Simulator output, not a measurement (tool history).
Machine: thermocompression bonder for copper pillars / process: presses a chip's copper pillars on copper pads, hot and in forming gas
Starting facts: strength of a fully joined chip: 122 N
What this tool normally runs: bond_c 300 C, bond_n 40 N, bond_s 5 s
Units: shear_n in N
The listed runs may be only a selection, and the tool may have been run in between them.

{"run": 1, "hour": 0.0, "bond_c": 300, "bond_n": 40, "bond_s": 5, "shear_n": 66.1}
{"run": 2, "hour": 5.6, "bond_c": 300, "bond_n": 40, "bond_s": 5, "shear_n": 65.9}
{"run": 3, "hour": 12.7, "bond_c": 300, "bond_n": 40, "bond_s": 5, "shear_n": 67.5}
{"run": 4, "hour": 17.7, "bond_c": 300, "bond_n": 40, "bond_s": 5, "shear_n": 66.1}
{"run": 5, "hour": 23.6, "bond_c": 274, "bond_n": 40, "bond_s": 5, "shear_n": 45.7}
{"run": 6, "hour": 33.1, "bond_c": 274, "bond_n": 40, "bond_s": 5, "shear_n": 46.6}
{"run": 7, "hour": 44.5, "bond_c": 274, "bond_n": 40, "bond_s": 5, "shear_n": 46.8}
{"run": 8, "hour": 48.6, "bond_c": 274, "bond_n": 40, "bond_s": 5, "shear_n": 45.9}
{"run": 9, "hour": 57.7, "bond_c": 274, "bond_n": 40, "bond_s": 5, "shear_n": 46.8}
{"run": 10, "hour": 69.7, "bond_c": 274, "bond_n": 40, "bond_s": 5, "shear_n": 43.5}
{"run": 11, "hour": 75.0, "bond_c": 274, "bond_n": 40, "bond_s": 3, "shear_n": 36}

Removed from this log: 2 entries logged between the listed runs. Between which two listed runs does each belong, and how does the tool's hidden state at the listed run before it compare with that at the listed run after it?
Between runs 6 and 7: heater calibrated with a thermocouple chip (hour 36.1)
  true temperature of the bond over the reading, C: 2 -> 2.8; oxide that the forming gas leaves, % of the face: 1.75 -> 1.86
  difference, measured minus the result without the unlogged condition, shear_n: +0.7 -> +1.2 N
Between runs 9 and 10: heater calibrated with a thermocouple chip, once more (hour 65.2)
  true temperature of the bond over the reading, C: 2.8 -> -0.3; oxide that the forming gas leaves, % of the face: 2 -> 2.11
  difference, measured minus the result without the unlogged condition, shear_n: +1.1 -> -1.2 N
